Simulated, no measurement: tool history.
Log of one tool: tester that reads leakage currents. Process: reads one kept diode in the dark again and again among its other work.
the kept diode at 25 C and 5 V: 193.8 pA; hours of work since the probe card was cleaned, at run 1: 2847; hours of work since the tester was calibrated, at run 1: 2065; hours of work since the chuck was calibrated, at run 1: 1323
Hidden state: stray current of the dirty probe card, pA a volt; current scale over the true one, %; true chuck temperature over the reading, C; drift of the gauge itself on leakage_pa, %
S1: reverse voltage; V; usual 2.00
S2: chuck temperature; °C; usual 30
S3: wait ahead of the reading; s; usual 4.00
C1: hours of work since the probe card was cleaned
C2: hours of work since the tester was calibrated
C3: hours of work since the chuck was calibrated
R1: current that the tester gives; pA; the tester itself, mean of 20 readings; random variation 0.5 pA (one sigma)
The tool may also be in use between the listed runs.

run 1 hour=0.0 | S1=2.00 S2=30 S3=4.00 | C1=2847 C2=2065 C3=1323 | R1=167.21
run 2 hour=177.7 | S1=2.57 S2=30 S3=4.00 | C1=2919 C2=2137 C3=1395 | R1=191.68
run 3 hour=327.1 | S1=2.57 S2=30 S3=4.00 | C1=2980 C2=2197 C3=1456 | R1=192.97
run 4 hour=505.1 | S1=2.00 S2=30 S3=1.42 | C1=3052 C2=2269 C3=1528 | R1=168.12
-- hour=543.7 chuck's temperature calibrated
run 5 hour=659.2 | S1=2.00 S2=30 S3=1.42 | C1=3114 C2=2331 C3=47 | R1=167.90
-- hour=714.5 probe card cleaned and baked
run 6 hour=858.8 | S1=2.00 S2=30 S3=1.42 | C1=58 C2=2411 C3=126 | R1=167.83
run 7 hour=1072.1 | S1=2.00 S2=30 S3=1.42 | C1=145 C2=2497 C3=213 | R1=168.10
run 8 hour=1221.8 | S1=2.00 S2=30 S3=1.42 | C1=206 C2=2558 C3=274 | R1=168.31
run 9 hour=1408.1 | S1=2.00 S2=30 S3=4.00 | C1=281 C2=2633 C3=349 | R1=166.38
run 10 hour=1589.9 | S1=2.00 S2=30 S3=4.00 | C1=355 C2=2707 C3=423 | R1=168.36
run 11 hour=1761.3 | S1=2.00 S2=30 S3=4.00 | C1=424 C2=2776 C3=492 | R1=167.50
run 12 hour=1940.5 | S1=3.19 S2=30 S3=4.00 | C1=497 C2=2849 C3=565 | R1=218.40
run 13 hour=2049.7 | S1=3.19 S2=30 S3=4.00 | C1=541 C2=2893 C3=609 | R1=217.18
run 14 hour=2200.4 | S1=2.00 S2=52 S3=4.00 | C1=602 C2=2954 C3=670 | R1=744.54
run 15 hour=2436.8 | S1=2.00 S2=52 S3=4.00 | C1=698 C2=3050 C3=766 | R1=746.78
run 16 hour=2591.1 | S1=2.00 S2=30 S3=0.42 | C1=760 C2=3113 C3=828 | R1=169.20
run 17 hour=2786.4 | S1=2.00 S2=30 S3=0.42 | C1=839 C2=3192 C3=907 | R1=168.81
run 18 hour=2986.7 | S1=2.00 S2=30 S3=4.00 | C1=921 C2=3273 C3=989 | R1=168.04
run 19 hour=3165.5 | S1=2.00 S2=30 S3=4.00 | C1=993 C2=3345 C3=1061 | R1=167.38
run 20 hour=3330.4 | S1=2.00 S2=30 S3=4.00 | C1=1060 C2=3412 C3=1128 | R1=167.76
run 21 hour=3567.1 | S1=10.01 S2=30 S3=4.00 | C1=1156 C2=3508 C3=1224 | R1=414.72
run 22 hour=3685.7 | S1=1.97 S2=33 S3=4.00 | C1=1204 C2=3556 C3=1272 | R1=205.83
run 23 hour=3884.2 | S1=4.11 S2=33 S3=2.44 | C1=1284 C2=3637 C3=1352 | R1=313.71
run 24 hour=4051.8 | S1=4.11 S2=33 S3=2.44 | C1=1352 C2=3704 C3=1420 | R1=314.69
run 25 hour=4210.9 | S1=1.25 S2=30 S3=1.18 | C1=1417 C2=3769 C3=1485 | R1=128.71
-- hour=4347.7 chuck's temperature calibrated
run 26 hour=4367.9 | S1=1.25 S2=43 S3=8.20 | C1=1479 C2=3832 C3=8 | R1=316.60
run 27 hour=4558.1 | S1=8.54 S2=43 S3=8.20 | C1=1557 C2=3909 C3=85 | R1=941.13
run 28 hour=4681.1 | S1=2.00 S2=30 S3=9.19 | C1=1606 C2=3959 C3=135 | R1=166.75
run 29 hour=4836.1 | S1=1.46 S2=33 S3=9.19 | C1=1669 C2=4021 C3=198 | R1=174.27
-- hour=4908.8 tester calibrated
run 30 hour=5017.8 | S1=1.46 S2=33 S3=9.19 | C1=1742 C2=44 C3=271 | R1=174.36
run 31 hour=5151.9 | S1=5.10 S2=24 S3=0.81 | C1=1796 C2=99 C3=325 | R1=184.67
run 32 hour=5318.7 | S1=2.03 S2=30 S3=5.47 | C1=1864 C2=166 C3=393 | R1=168.91
run 33 hour=5441.3 | S1=2.03 S2=30 S3=5.47 | C1=1914 C2=216 C3=442 | R1=168.93
run 34 hour=5629.6 | S1=3.56 S2=30 S3=5.62 | C1=1990 C2=292 C3=519 | R1=231.99
run 35 hour=5730.0 | S1=2.00 S2=39 S3=0.34 | C1=2031 C2=333 C3=559 | R1=319.17
run 36 hour=5941.8 | S1=2.00 S2=22 S3=1.14 | C1=2116 C2=419 C3=645 | R1=92.41
run 37 hour=6152.9 | S1=1.19 S2=33 S3=4.00 | C1=2202 C2=504 C3=731 | R1=155.15
run 38 hour=6339.1 | S1=4.73 S2=33 S3=5.71 | C1=2277 C2=580 C3=806 | R1=339.74
run 39 hour=6565.1 | S1=13.66 S2=29 S3=0.86 | C1=2369 C2=671 C3=898 | R1=468.34

Hidden state at the last listed run before each entry between runs and at the first one after, where it differs:
Between runs 4 and 5: chuck's temperature calibrated (hour 543.7)
  stray current of the dirty probe card, pA a volt: 0.043 -> 0.044; true chuck temperature over the reading, C: 0.02 -> 0
  measured less the result without the state, R1: +0.30 -> +0.05 pA
Between runs 5 and 6: probe card cleaned and baked (hour 714.5)
  stray current of the dirty probe card, pA a volt: 0.044 -> 0.021
  measured less the result without the state, R1: +0.05 -> +0.02 pA
Between runs 25 and 26: chuck's temperature calibrated (hour 4347.7)
  true chuck temperature over the reading, C: 0.02 -> 0
  measured less the result without the state, R1: +0.19 -> +0.05 pA
Between runs 29 and 30: tester calibrated (hour 4908.8)
  current scale over the true one, %: 0.01 -> 0
  measured less the result without the state, R1: +0.07 -> +0.07 pA
